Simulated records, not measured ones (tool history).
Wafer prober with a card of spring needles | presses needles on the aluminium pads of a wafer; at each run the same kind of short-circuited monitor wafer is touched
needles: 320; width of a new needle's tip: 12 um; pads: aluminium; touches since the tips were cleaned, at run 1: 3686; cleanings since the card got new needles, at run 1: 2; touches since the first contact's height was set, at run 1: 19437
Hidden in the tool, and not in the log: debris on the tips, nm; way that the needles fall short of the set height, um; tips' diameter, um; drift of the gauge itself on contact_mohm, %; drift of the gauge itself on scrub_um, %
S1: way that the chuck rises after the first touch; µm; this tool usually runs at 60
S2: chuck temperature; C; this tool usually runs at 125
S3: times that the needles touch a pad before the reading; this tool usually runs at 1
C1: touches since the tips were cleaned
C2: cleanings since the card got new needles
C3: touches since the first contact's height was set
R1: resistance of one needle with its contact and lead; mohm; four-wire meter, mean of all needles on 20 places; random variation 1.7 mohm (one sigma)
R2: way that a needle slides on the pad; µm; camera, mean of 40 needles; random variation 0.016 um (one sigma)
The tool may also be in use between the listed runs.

run 1 hour=0 | S1=60 S2=125 S3=1 | C1=3686 C2=2 C3=19437 | R1=219 R2=16.32
run 2 hour=4.3 | S1=60 S2=125 S3=1 | C1=5050 C2=2 C3=20801 | R1=215 R2=16.3
run 3 hour=9.4 | S1=60 S2=82 S3=1 | C1=6657 C2=2 C3=22408 | R1=219 R2=16.31
-- hour=12.5 tips cleaned on abrasive film
run 4 hour=18.4 | S1=60 S2=82 S3=1 | C1=1856 C2=3 C3=25214 | R1=193 R2=16.31
run 5 hour=25.9 | S1=60 S2=82 S3=1 | C1=4205 C2=3 C3=27563 | R1=209 R2=16.31
run 6 hour=32.3 | S1=60 S2=82 S3=1 | C1=6250 C2=3 C3=29608 | R1=213 R2=16.28
-- hour=36.9 tips cleaned on abrasive film
run 7 hour=41.4 | S1=60 S2=82 S3=1 | C1=1442 C2=4 C3=32438 | R1=190 R2=16.29
run 8 hour=47.4 | S1=60 S2=82 S3=1 | C1=3314 C2=4 C3=34310 | R1=205 R2=16.27
run 9 hour=54.9 | S1=52 S2=125 S3=1 | C1=5689 C2=4 C3=36685 | R1=232 R2=14.13
-- hour=61.5 tips cleaned on abrasive film
run 10 hour=63.8 | S1=52 S2=125 S3=1 | C1=728 C2=5 C3=39472 | R1=197 R2=14.09
run 11 hour=69.1 | S1=41 S2=35 S3=1 | C1=2405 C2=5 C3=41149 | R1=236 R2=11.07
run 12 hour=79.1 | S1=53 S2=125 S3=1 | C1=5549 C2=5 C3=44293 | R1=234 R2=14.39
run 13 hour=84.3 | S1=53 S2=125 S3=1 | C1=7179 C2=5 C3=45923 | R1=229 R2=14.34
-- hour=85.8 tips cleaned on abrasive film
run 14 hour=89.7 | S1=53 S2=125 S3=1 | C1=1230 C2=6 C3=47609 | R1=209 R2=14.33
run 15 hour=97.8 | S1=53 S2=125 S3=1 | C1=3792 C2=6 C3=50171 | R1=223 R2=14.36
run 16 hour=102.4 | S1=60 S2=32 S3=3 | C1=5230 C2=6 C3=51609 | R1=173 R2=16.24
run 17 hour=107.3 | S1=60 S2=32 S3=3 | C1=6780 C2=6 C3=53159 | R1=176 R2=16.22
-- hour=110.2 tips cleaned on abrasive film
run 18 hour=112.1 | S1=70 S2=50 S3=1 | C1=578 C2=7 C3=54627 | R1=168 R2=18.93
run 19 hour=121 | S1=78 S2=29 S3=2 | C1=3392 C2=7 C3=57441 | R1=167 R2=21.15
run 20 hour=129.6 | S1=78 S2=29 S3=2 | C1=6121 C2=7 C3=60170 | R1=170 R2=21.15

Below, some changes in R1 between adjacent runs. For each, the amount present without the hidden state too (settings, incoming material, random variation) and the amount remaining for the hidden state with gauge scatter not shared by both compared results:
Run 9 -> 10: tips cleaned on abrasive film. R1 -35 mohm: hidden state -35, all else +0.
Run 10 -> 11: S1 52 -> 41, S2 125 -> 35. R1 +39 mohm: hidden state +50, all else -11.
Run 15 -> 16: S1 53 -> 60, S2 125 -> 32, S3 1 -> 3. R1 -50 mohm: hidden state -31, all else -19.
